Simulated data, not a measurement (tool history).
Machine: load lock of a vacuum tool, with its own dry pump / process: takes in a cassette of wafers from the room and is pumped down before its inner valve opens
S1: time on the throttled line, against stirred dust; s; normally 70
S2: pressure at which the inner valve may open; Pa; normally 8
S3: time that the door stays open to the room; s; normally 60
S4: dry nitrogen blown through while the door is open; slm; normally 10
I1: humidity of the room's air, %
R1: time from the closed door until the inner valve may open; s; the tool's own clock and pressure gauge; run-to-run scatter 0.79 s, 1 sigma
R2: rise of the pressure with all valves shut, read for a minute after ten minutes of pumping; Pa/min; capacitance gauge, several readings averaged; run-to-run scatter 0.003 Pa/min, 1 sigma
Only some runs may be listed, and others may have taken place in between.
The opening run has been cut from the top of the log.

run	hour	S1	S2	S3	S4	I1	R1	R2
2	142.7	70	8	60	10	46.1	128.2	0.103
3	334.8	70	8	82	10	44.8	130.1	0.102
4	460.3	70	8	82	10	49.5	130.2	0.115
5	628.6	70	8	60	10	47.9	130.7	0.119
6	845.3	70	8	60	10	45.4	129.3	0.125
7	948	70	8	60	10	47.1	131.6	0.128
8	1057.7	70	8	60	20	46.5	130.6	0.132
9	1212.6	70	8	60	20	46	132	0.128
10	1321.8	70	8	60	10	47.2	131.8	0.141
11	1517.8	70	8	60	10	45	131.9	0.147
12	1680.8	70	8	60	10	43	133.8	0.158
13	1846.1	70	8	60	10	38.9	131	0.158
14	2012.3	70	8	60	10	43.2	131.8	0.162
15	2185.1	70	8	28	10	40.4	132.7	0.159
16	2302.4	70	8	192	10	47.3	130.8	0.196
17	2490	70	8	192	10	46.2	132.8	0.204
18	2609.6	70	8	192	10	44.9	132.1	0.208
19	2726	70	8	32	10	44.2	133.6	0.176
20	2884	80	8	76	10	43.8	140.3	0.199

Predict the results of run 21:
# hour 3111.7: dry pump taken out, an overhauled one fitted
21	3111.7	80	8	76	10	48	?	?

R1: 129.3 s
R2: 0.223 Pa/min
With the hidden condition absent and the run-to-run variation left alone, this run would have shown R1 129.3 s, R2 0.039 Pa/min.
